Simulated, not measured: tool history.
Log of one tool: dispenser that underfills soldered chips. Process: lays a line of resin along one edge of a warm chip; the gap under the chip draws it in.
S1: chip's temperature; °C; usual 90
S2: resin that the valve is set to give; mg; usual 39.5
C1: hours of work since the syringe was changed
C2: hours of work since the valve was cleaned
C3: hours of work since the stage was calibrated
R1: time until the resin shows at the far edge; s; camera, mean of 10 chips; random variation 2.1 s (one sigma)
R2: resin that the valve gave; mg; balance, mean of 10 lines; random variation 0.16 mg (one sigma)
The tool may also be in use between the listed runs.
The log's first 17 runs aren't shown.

run	hour	S1	S2	C1	C2	C3	R1	R2
# hour 85.4: new syringe of resin
18	85.4	86	39.5	0	87	223	266.3	36.82
19	89.2	89	38.1	3	89	225	264.5	35.20
20	92.5	92	40.1	5	91	228	252.2	37.20
# hour 95.1: new syringe of resin
21	97.8	92	40.1	2	94	231	222.0	36.87
22	102.9	92	40.1	5	98	234	251.8	36.52
# hour 104.6: new syringe of resin
23	106.8	99	47.7	1	100	237	164.9	43.77
# hour 112.7: dispensing valve cleaned and set on the balance
24	114.5	100	41.6	6	1	241	189.4	41.71
# hour 115.5: new syringe of resin
25	118.9	99	35.8	2	4	244	172.6	35.81
# hour 124.9: new syringe of resin
26	125.3	105	40.9	0	8	248	119.4	40.76
27	129.4	99	42.5	3	11	250	167.8	42.20
28	133.8	99	42.5	6	13	253	190.5	41.88
# hour 134.8: new syringe of resin
29	139.6	99	42.5	3	17	257	175.6	42.09
30	143.5	99	42.5	6	20	259	189.1	42.00
# hour 144.3: new syringe of resin
31	151.0	102	42.5	4	24	264	162.5	41.80
# hour 153.8: new syringe of resin
32	154.6	102	42.5	1	26	266	136.5	41.67
33	157.8	90	47.8	3	29	268	235.4	46.68
# hour 163.4: new syringe of resin
34	165.6	93	37.8	1	33	273	213.4	36.66
35	170.4	104	45.2	5	37	276	151.2	43.95

Forecast each of these 3 alternatives for the next run:
# hour 172.9: new syringe of resin
A	178.0	105	39.3	3	41	281	?	?
# hour 172.9: new syringe of resin
B	178.0	91	46.3	3	41	281	?	?
# hour 172.9: new syringe of resin
C	178.0	93	51.1	3	41	281	?	?

run	R1	R2
A	138.6	38.06
B	237.2	44.42
C	215.3	49.20
Without the tool's hidden state the same runs would have given:
run	R1	R2
A	113.9	39.30
B	194.6	45.88
C	176.9	50.81
